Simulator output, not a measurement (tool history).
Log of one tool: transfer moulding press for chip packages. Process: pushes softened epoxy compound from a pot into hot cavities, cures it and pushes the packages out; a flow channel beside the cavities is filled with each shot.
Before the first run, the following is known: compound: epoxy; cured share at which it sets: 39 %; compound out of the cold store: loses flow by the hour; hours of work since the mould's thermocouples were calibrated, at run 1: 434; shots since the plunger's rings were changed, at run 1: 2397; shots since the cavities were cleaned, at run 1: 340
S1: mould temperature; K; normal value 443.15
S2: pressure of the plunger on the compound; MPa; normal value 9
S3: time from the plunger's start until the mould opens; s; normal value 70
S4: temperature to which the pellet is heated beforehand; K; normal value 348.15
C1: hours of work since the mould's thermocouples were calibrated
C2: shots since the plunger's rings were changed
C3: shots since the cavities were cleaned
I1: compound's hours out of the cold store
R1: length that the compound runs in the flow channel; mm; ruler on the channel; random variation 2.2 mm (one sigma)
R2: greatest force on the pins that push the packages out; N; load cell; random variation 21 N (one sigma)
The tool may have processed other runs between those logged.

run	hour	S1	S2	S3	S4	C1	C2	C3	I1	R1	R2
1	0	443.15	9	70	348.15	434	2397	340	41.3	757	1151
# hour 18: cavities cleaned with cleaning compound and waxed
2	18	443.15	9	70	348.15	442	2574	0	16.3	840	1003
# hour 30.2: plunger's sealing rings changed
3	41.9	443.15	9	90	348.15	452	125	228	15.8	864	624
4	60.4	443.15	9	90	348.15	461	323	426	37.6	787	670
# hour 71.9: cavities cleaned with cleaning compound and waxed
5	82.5	443.15	9	70	348.15	471	543	114	38.7	780	971
6	106.7	443.15	9	70	348.15	482	801	372	32	803	1177
# hour 122.8: cavities cleaned with cleaning compound and waxed
7	128.7	443.15	9	70	348.15	492	1019	63	16.2	855	1092
8	149.7	443.15	9	70	348.15	502	1243	287	24.6	820	1184
# hour 174.3: cavities cleaned with cleaning compound and waxed
9	175.9	443.15	9	70	355.15	514	1507	17	39.3	768	892
10	190.5	443.15	9	70	348.15	521	1663	173	26.3	814	1148
# hour 205.4: mould's thermocouples calibrated
11	221.7	443.15	9	70	339.15	8	1975	485	34.6	782	1390
# hour 227.5: cavities cleaned with cleaning compound and waxed
12	245.6	443.15	9	70	339.15	19	2213	193	29.2	796	1224
13	263.3	443.15	9	110	348.15	27	2403	383	35.7	771	542
# hour 277.7: cavities cleaned with cleaning compound and waxed
14	282.2	443.15	9	83	348.15	35	2589	49	9.7	862	693
# hour 294.4: plunger's sealing rings changed
15	299.6	450.15	9.84	62	343.15	42	55	207	8.5	907	1123
# hour 330.8: cavities cleaned with cleaning compound and waxed
16	332.4	450.15	8.81	57	343.15	57	389	17	43.9	737	1041
17	355.7	436.15	7.61	87	348.15	69	638	266	34.5	750	1090
# hour 382: cavities cleaned with cleaning compound and waxed
18	384.9	443.15	9	70	356.15	82	934	31	46	752	906
19	403.4	446.15	9	72	348.15	91	1131	228	19.5	827	867
20	423.6	446.15	9	72	348.15	100	1347	444	39.7	757	913
# hour 433.2: cavities cleaned with cleaning compound and waxed
21	440.1	444.15	9	72	355.15	108	1507	73	35.1	775	836
22	464.2	443.15	9	70	357.15	119	1765	331	17.1	842	1222
# hour 484.3: cavities cleaned with cleaning compound and waxed
23	490.2	446.15	8.36	85	346.15	131	2025	63	33.2	744	521
24	508.3	436.15	8.36	61	346.15	140	2219	257	34.5	768	2276
25	529.5	436.15	8.36	61	346.15	150	2446	484	44.6	733	2432
# hour 535.7: cavities cleaned with cleaning compound and waxed
26	545.1	436.15	7.01	74	347.15	156	2595	100	36.6	697	1505
# hour 555.5: plunger's sealing rings changed
27	569	443.15	9.06	70	348.15	167	144	329	9.8	891	1355

Predict each of these 4 candidate next runs independently; none follows another, all start after run 27:
A	584.6	443.15	9	70	338.15	174	310	495	25.6	?	?
B	584.6	438.15	10.49	70	341.15	174	310	495	23.2	?	?
C	584.6	443.15	9.06	69	348.15	174	310	495	32.9	?	?
D	584.6	442.15	8.73	70	348.15	174	310	495	28.3	?	?

run	R1	R2
A	832	1428
B	927	1930
C	807	1352
D	813	1422
With no hidden state in the tool, these same runs would have given:
run	R1	R2
A	837	1072
B	933	1441
C	812	1015
D	818	1066

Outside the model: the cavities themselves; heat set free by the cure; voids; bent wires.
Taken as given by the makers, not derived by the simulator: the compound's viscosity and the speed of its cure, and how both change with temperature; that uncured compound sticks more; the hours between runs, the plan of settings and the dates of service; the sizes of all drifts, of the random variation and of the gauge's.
